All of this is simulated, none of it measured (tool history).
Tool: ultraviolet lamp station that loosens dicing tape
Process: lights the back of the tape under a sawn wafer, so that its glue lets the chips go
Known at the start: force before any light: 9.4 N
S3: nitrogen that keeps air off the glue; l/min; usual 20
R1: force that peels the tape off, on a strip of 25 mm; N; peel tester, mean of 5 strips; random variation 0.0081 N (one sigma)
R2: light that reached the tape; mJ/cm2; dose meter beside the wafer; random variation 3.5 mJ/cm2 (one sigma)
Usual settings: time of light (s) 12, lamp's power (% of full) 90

{"run": 1, "day": 0.0, "time of light (s)": 12, "lamp's power (% of full)": 90, "S3": 20, "R1": 0.557, "R2": 475}
{"run": 2, "day": 1.508, "time of light (s)": 12, "lamp's power (% of full)": 90, "S3": 20, "R1": 0.582, "R2": 469}
{"run": 3, "day": 5.021, "time of light (s)": 12, "lamp's power (% of full)": 90, "S3": 20, "R1": 0.617, "R2": 454}
{"run": 4, "day": 8.046, "time of light (s)": 12, "lamp's power (% of full)": 90, "S3": 20, "R1": 0.672, "R2": 443}
{"run": 5, "day": 9.879, "time of light (s)": 12, "lamp's power (% of full)": 90, "S3": 20, "R1": 0.678, "R2": 437}
{"run": 6, "day": 13.029, "time of light (s)": 12, "lamp's power (% of full)": 90, "S3": 8, "R1": 1.557, "R2": 418}
{"day": 15.733, "done": "window cleaned of glue's vapour"}
{"run": 7, "day": 16.338, "time of light (s)": 12, "lamp's power (% of full)": 90, "S3": 8, "R1": 1.64, "R2": 400}
{"run": 8, "day": 17.946, "time of light (s)": 12, "lamp's power (% of full)": 90, "S3": 8, "R1": 1.722, "R2": 391}
{"run": 9, "day": 20.154, "time of light (s)": 12, "lamp's power (% of full)": 90, "S3": 8, "R1": 1.806, "R2": 387}
{"run": 10, "day": 22.121, "time of light (s)": 12, "lamp's power (% of full)": 90, "S3": 8, "R1": 1.81, "R2": 382}
{"run": 11, "day": 25.262, "time of light (s)": 24, "lamp's power (% of full)": 90, "S3": 20, "R1": 0.16, "R2": 732}
{"run": 12, "day": 27.879, "time of light (s)": 12, "lamp's power (% of full)": 90, "S3": 20, "R1": 1.102, "R2": 358}
{"run": 13, "day": 30.346, "time of light (s)": 12, "lamp's power (% of full)": 90, "S3": 20, "R1": 1.155, "R2": 346}
{"day": 31.671, "done": "window cleaned of glue's vapour, once more"}
{"run": 14, "day": 33.075, "time of light (s)": 18, "lamp's power (% of full)": 90, "S3": 20, "R1": 0.28, "R2": 595}
{"run": 15, "day": 36.508, "time of light (s)": 18, "lamp's power (% of full)": 90, "S3": 20, "R1": 0.329, "R2": 579}
{"run": 16, "day": 39.229, "time of light (s)": 18, "lamp's power (% of full)": 90, "S3": 20, "R1": 0.351, "R2": 562}
{"run": 17, "day": 42.029, "time of light (s)": 12, "lamp's power (% of full)": 90, "S3": 20, "R1": 0.989, "R2": 370}
{"run": 18, "day": 45.192, "time of light (s)": 12, "lamp's power (% of full)": 67, "S3": 20, "R1": 1.908, "R2": 265}
{"run": 19, "day": 46.833, "time of light (s)": 12, "lamp's power (% of full)": 67, "S3": 20, "R1": 1.916, "R2": 261}
{"run": 20, "day": 49.333, "time of light (s)": 12, "lamp's power (% of full)": 67, "S3": 20, "R1": 2.026, "R2": 252}
{"run": 21, "day": 52.571, "time of light (s)": 12, "lamp's power (% of full)": 67, "S3": 20, "R1": 2.142, "R2": 244}
{"run": 22, "day": 54.142, "time of light (s)": 20, "lamp's power (% of full)": 78, "S3": 20, "R1": 0.591, "R2": 465}
{"run": 23, "day": 55.838, "time of light (s)": 24, "lamp's power (% of full)": 99, "S3": 25, "R1": 0.165, "R2": 703}
{"day": 57.279, "done": "window cleaned of glue's vapour"}
{"day": 58.496, "done": "lamp changed"}
{"run": 24, "day": 59.367, "time of light (s)": 6, "lamp's power (% of full)": 91, "S3": 17, "R1": 1.853, "R2": 287}
{"run": 25, "day": 61.308, "time of light (s)": 10, "lamp's power (% of full)": 62, "S3": 28, "R1": 1.114, "R2": 320}
{"run": 26, "day": 64.004, "time of light (s)": 20, "lamp's power (% of full)": 90, "S3": 10, "R1": 0.171, "R2": 898}
{"run": 27, "day": 65.6, "time of light (s)": 19, "lamp's power (% of full)": 80, "S3": 17, "R1": 0.183, "R2": 755}
{"run": 28, "day": 68.5, "time of light (s)": 19, "lamp's power (% of full)": 80, "S3": 17, "R1": 0.199, "R2": 742}
{"run": 29, "day": 70.967, "time of light (s)": 19, "lamp's power (% of full)": 85, "S3": 17, "R1": 0.171, "R2": 770}
{"run": 30, "day": 72.779, "time of light (s)": 7, "lamp's power (% of full)": 60, "S3": 13, "R1": 3.26, "R2": 198}
{"run": 31, "day": 75.275, "time of light (s)": 16, "lamp's power (% of full)": 83, "S3": 19, "R1": 0.289, "R2": 610}
{"run": 32, "day": 77.517, "time of light (s)": 8, "lamp's power (% of full)": 71, "S3": 10, "R1": 2.872, "R2": 261}
{"run": 33, "day": 80.104, "time of light (s)": 11, "lamp's power (% of full)": 90, "S3": 27, "R1": 0.556, "R2": 434}
{"run": 34, "day": 82.417, "time of light (s)": 10, "lamp's power (% of full)": 73, "S3": 21, "R1": 1.373, "R2": 316}
{"day": 82.942, "done": "window cleaned of glue's vapour"}
{"run": 35, "day": 84.454, "time of light (s)": 18, "lamp's power (% of full)": 78, "S3": 11, "R1": 0.428, "R2": 642}
{"run": 36, "day": 86.4, "time of light (s)": 18, "lamp's power (% of full)": 78, "S3": 11, "R1": 0.441, "R2": 633}
{"run": 37, "day": 89.158, "time of light (s)": 11, "lamp's power (% of full)": 86, "S3": 35, "R1": 0.522, "R2": 421}
{"run": 38, "day": 91.179, "time of light (s)": 22, "lamp's power (% of full)": 73, "S3": 12, "R1": 0.319, "R2": 708}
{"run": 39, "day": 94.521, "time of light (s)": 21, "lamp's power (% of full)": 71, "S3": 13, "R1": 0.37, "R2": 627}
{"run": 40, "day": 97.042, "time of light (s)": 21, "lamp's power (% of full)": 71, "S3": 13, "R1": 0.4, "R2": 619}
{"run": 41, "day": 98.612, "time of light (s)": 12, "lamp's power (% of full)": 90, "S3": 13, "R1": 0.941, "R2": 436}
{"run": 42, "day": 101.25, "time of light (s)": 12, "lamp's power (% of full)": 75, "S3": 20, "R1": 1.051, "R2": 359}

Forecast each of these 3 alternatives for the next run:
{"run": "A", "day": 103.946, "time of light (s)": 13, "lamp's power (% of full)": 99, "S3": 13, "R1": "?", "R2": "?"}
{"run": "B", "day": 103.946, "time of light (s)": 15, "lamp's power (% of full)": 75, "S3": 20, "R1": "?", "R2": "?"}
{"run": "C", "day": 103.946, "time of light (s)": 12, "lamp's power (% of full)": 77, "S3": 20, "R1": "?", "R2": "?"}

run=A R1=0.708 R2=508
run=B R1=0.671 R2=436
run=C R1=1.064 R2=361
Without the tool's hidden state the same runs would have given:
run=A R1=0.295 R2=700
run=B R1=0.279 R2=603
run=C R1=0.493 R2=499

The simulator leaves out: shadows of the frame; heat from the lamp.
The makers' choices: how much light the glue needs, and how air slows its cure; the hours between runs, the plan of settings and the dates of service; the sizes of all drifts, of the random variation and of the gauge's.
